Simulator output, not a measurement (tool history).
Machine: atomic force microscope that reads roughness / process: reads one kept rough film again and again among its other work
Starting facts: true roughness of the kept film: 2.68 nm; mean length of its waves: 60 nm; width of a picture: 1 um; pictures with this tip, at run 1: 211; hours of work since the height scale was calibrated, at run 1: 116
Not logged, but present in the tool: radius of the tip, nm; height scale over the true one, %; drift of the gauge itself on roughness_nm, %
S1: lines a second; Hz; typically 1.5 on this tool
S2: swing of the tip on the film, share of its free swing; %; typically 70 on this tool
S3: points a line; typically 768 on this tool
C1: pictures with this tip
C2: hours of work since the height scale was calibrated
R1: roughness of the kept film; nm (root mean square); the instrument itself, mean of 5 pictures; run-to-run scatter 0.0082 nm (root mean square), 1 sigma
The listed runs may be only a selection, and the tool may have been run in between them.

run 1 hour=0 | S1=1.5 S2=70 S3=768 | C1=211 C2=116 | R1=2.405
-- hour=3.7 new tip fitted
run 2 hour=22.8 | S1=0.62 S2=70 S3=768 | C1=19 C2=125 | R1=2.553
run 3 hour=48.9 | S1=1.5 S2=70 S3=768 | C1=45 C2=137 | R1=2.473
run 4 hour=66.9 | S1=1.5 S2=59 S3=768 | C1=63 C2=144 | R1=2.531
run 5 hour=84.2 | S1=1.5 S2=70 S3=566 | C1=80 C2=152 | R1=2.444
run 6 hour=107.2 | S1=1.5 S2=70 S3=566 | C1=103 C2=162 | R1=2.452
run 7 hour=131.7 | S1=1.5 S2=70 S3=566 | C1=127 C2=172 | R1=2.432
run 8 hour=154.1 | S1=1.5 S2=70 S3=272 | C1=149 C2=182 | R1=2.423
run 9 hour=179.1 | S1=1.5 S2=83 S3=272 | C1=174 C2=192 | R1=2.282
run 10 hour=202.6 | S1=1.5 S2=70 S3=768 | C1=197 C2=202 | R1=2.402
-- hour=221.2 new tip fitted
run 11 hour=221.7 | S1=1.5 S2=70 S3=768 | C1=0 C2=210 | R1=2.505
run 12 hour=237.3 | S1=1.5 S2=70 S3=768 | C1=16 C2=217 | R1=2.484
run 13 hour=253.4 | S1=1.5 S2=71 S3=768 | C1=32 C2=224 | R1=2.478
run 14 hour=268.5 | S1=1.5 S2=70 S3=672 | C1=47 C2=230 | R1=2.467
run 15 hour=285.1 | S1=1.5 S2=70 S3=768 | C1=63 C2=237 | R1=2.475
run 16 hour=306.6 | S1=1.5 S2=70 S3=768 | C1=85 C2=247 | R1=2.441
run 17 hour=319.8 | S1=1.5 S2=70 S3=768 | C1=98 C2=252 | R1=2.449
run 18 hour=331 | S1=1.5 S2=70 S3=768 | C1=109 C2=257 | R1=2.448
run 19 hour=349.2 | S1=1.5 S2=70 S3=768 | C1=127 C2=265 | R1=2.441
run 20 hour=375.7 | S1=1.5 S2=70 S3=768 | C1=153 C2=276 | R1=2.42
run 21 hour=391.9 | S1=1.5 S2=70 S3=768 | C1=169 C2=283 | R1=2.421
run 22 hour=408.8 | S1=1.5 S2=70 S3=768 | C1=186 C2=290 | R1=2.416
run 23 hour=424.8 | S1=2.29 S2=78 S3=768 | C1=202 C2=297 | R1=2.251
-- hour=437.7 new tip fitted
run 24 hour=442.4 | S1=0.9 S2=65 S3=768 | C1=5 C2=304 | R1=2.569
run 25 hour=466 | S1=1.07 S2=76 S3=334 | C1=28 C2=315 | R1=2.476
run 26 hour=480.9 | S1=1.21 S2=63 S3=965 | C1=43 C2=321 | R1=2.554
run 27 hour=505.5 | S1=0.91 S2=70 S3=768 | C1=67 C2=331 | R1=2.522
run 28 hour=522.6 | S1=1.03 S2=70 S3=597 | C1=84 C2=339 | R1=2.496
run 29 hour=539.3 | S1=2.1 S2=73 S3=617 | C1=101 C2=346 | R1=2.36
run 30 hour=564 | S1=2.1 S2=73 S3=617 | C1=125 C2=356 | R1=2.369
run 31 hour=586.4 | S1=1.5 S2=70 S3=292 | C1=147 C2=366 | R1=2.418
run 32 hour=609.5 | S1=3.87 S2=59 S3=289 | C1=170 C2=376 | R1=2.357
run 33 hour=622.1 | S1=0.73 S2=62 S3=768 | C1=183 C2=381 | R1=2.499
run 34 hour=641.1 | S1=0.76 S2=62 S3=768 | C1=202 C2=389 | R1=2.491
-- hour=653.8 new tip fitted
run 35 hour=659.3 | S1=0.76 S2=62 S3=305 | C1=5 C2=397 | R1=2.598
run 36 hour=671 | S1=0.76 S2=62 S3=305 | C1=17 C2=402 | R1=2.583
run 37 hour=696.8 | S1=0.76 S2=62 S3=305 | C1=42 C2=413 | R1=2.569
run 38 hour=714.4 | S1=0.76 S2=62 S3=305 | C1=60 C2=421 | R1=2.573
run 39 hour=738.9 | S1=0.76 S2=57 S3=295 | C1=84 C2=431 | R1=2.554
run 40 hour=762.5 | S1=0.86 S2=57 S3=768 | C1=107 C2=441 | R1=2.561
run 41 hour=788.4 | S1=0.86 S2=57 S3=768 | C1=133 C2=452 | R1=2.545
run 42 hour=800.2 | S1=0.68 S2=57 S3=768 | C1=145 C2=457 | R1=2.543

How the hidden state differs across the entries between the runs, from the last listed run before each to the first after it:
Run 1 -> run 2: new tip fitted (hour 3.7)
  radius of the tip, nm: 19.6 -> 6.4; height scale over the true one, %: 0.01 -> 0.02
  the result without the hidden state subtracted from the measured one, R1: -0.101 -> -0.01 nm (root mean square)
Run 10 -> run 11: new tip fitted (hour 221.2)
  radius of the tip, nm: 18.9 -> 5.2
  the result without the hidden state subtracted from the measured one, R1: -0.094 -> +0.001 nm (root mean square)
Run 23 -> run 24: new tip fitted (hour 437.7)
  radius of the tip, nm: 19.3 -> 5.9
  the result without the hidden state subtracted from the measured one, R1: -0.088 -> -0.002 nm (root mean square)
Run 34 -> run 35: new tip fitted (hour 653.8)
  radius of the tip, nm: 20.1 -> 5.6
  the result without the hidden state subtracted from the measured one, R1: -0.102 -> +0.002 nm (root mean square)

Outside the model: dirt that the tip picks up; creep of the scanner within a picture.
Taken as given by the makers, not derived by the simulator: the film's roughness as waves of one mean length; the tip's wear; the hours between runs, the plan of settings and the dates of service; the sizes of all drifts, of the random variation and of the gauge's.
